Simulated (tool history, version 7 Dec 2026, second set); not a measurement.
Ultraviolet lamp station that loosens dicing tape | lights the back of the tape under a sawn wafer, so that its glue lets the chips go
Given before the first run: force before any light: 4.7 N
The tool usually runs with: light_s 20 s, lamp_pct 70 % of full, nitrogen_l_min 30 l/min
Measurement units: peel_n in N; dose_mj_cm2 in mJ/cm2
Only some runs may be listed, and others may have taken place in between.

| run | hour | light_s | lamp_pct | nitrogen_l_min | peel_n | dose_mj_cm2 |
|---|---|---|---|---|---|---|
| 1 | 0 | 20 | 70 | 30 | 0.425 | 474 |
| 2 | 37.8 | 20 | 70 | 30 | 0.418 | 470 |
| 3 | 68.7 | 20 | 70 | 30 | 0.415 | 472 |
|  | 75.5 | window cleaned of glue's vapour |
| 4 | 96.5 | 20 | 70 | 30 | 0.415 | 473 |
| 5 | 123.6 | 20 | 70 | 30 | 0.407 | 474 |
| 6 | 160.7 | 20 | 70 | 30 | 0.412 | 472 |
| 7 | 190.5 | 20 | 70 | 30 | 0.427 | 474 |
| 8 | 234.7 | 20 | 70 | 30 | 0.418 | 479 |
| 9 | 275.3 | 20 | 93 | 30 | 0.235 | 626 |
| 10 | 315.3 | 20 | 93 | 30 | 0.232 | 624 |
| 11 | 349.8 | 20 | 93 | 30 | 0.217 | 629 |
| 12 | 386.4 | 20 | 93 | 30 | 0.224 | 629 |
| 13 | 415.7 | 20 | 93 | 30 | 0.219 | 626 |
| 14 | 454.1 | 20 | 93 | 30 | 0.234 | 629 |
| 15 | 498.4 | 20 | 93 | 30 | 0.223 | 631 |
| 16 | 528.5 | 20 | 70 | 30 | 0.415 | 476 |
| 17 | 563.8 | 20 | 70 | 30 | 0.407 | 469 |
| 18 | 585 | 20 | 70 | 30 | 0.429 | 473 |
| 19 | 630.6 | 20 | 87 | 30 | 0.261 | 591 |
| 20 | 663.5 | 20 | 87 | 30 | 0.263 | 582 |
| 21 | 683.2 | 20 | 87 | 30 | 0.256 | 591 |
| 22 | 711.9 | 21 | 64 | 30 | 0.457 | 450 |
| 23 | 737 | 18 | 70 | 14 | 0.846 | 423 |
| 24 | 776.5 | 18 | 73 | 35 | 0.429 | 441 |
| 25 | 808.4 | 20 | 80 | 26 | 0.35 | 538 |
| 26 | 828 | 11 | 70 | 30 | 1.177 | 262 |
| 27 | 869.5 | 11 | 71 | 26 | 1.231 | 261 |
| 28 | 912.7 | 25 | 91 | 30 | 0.156 | 757 |
| 29 | 958.8 | 25 | 91 | 30 | 0.142 | 769 |
| 30 | 982.3 | 15 | 70 | 30 | 0.703 | 357 |
| 31 | 1009.3 | 14 | 87 | 30 | 0.533 | 410 |
| 32 | 1039.1 | 14 | 87 | 30 | 0.551 | 411 |
| 33 | 1066.2 | 14 | 97 | 13 | 0.788 | 454 |
| 34 | 1092.8 | 37 | 67 | 12 | 0.257 | 835 |
| 35 | 1117.8 | 15 | 67 | 47 | 0.607 | 338 |
|  | 1133.4 | window cleaned of glue's vapour |
| 36 | 1161.7 | 34 | 67 | 14 | 0.268 | 772 |
| 37 | 1184.8 | 34 | 67 | 14 | 0.273 | 768 |
| 38 | 1225.8 | 20 | 85 | 41 | 0.218 | 571 |
| 39 | 1254.3 | 21 | 85 | 41 | 0.205 | 602 |
| 40 | 1289.9 | 14 | 85 | 38 | 0.488 | 402 |

Run 41 is up next; what results do you expect?
| 41 | 1312.1 | 14 | 85 | 38 | ? | ? |

{"run 41": {"peel_n": 0.508, "dose_mj_cm2": 399}}
Without the tool's hidden state the same run would have given peel_n 0.506 N, dose_mj_cm2 400 mJ/cm2.
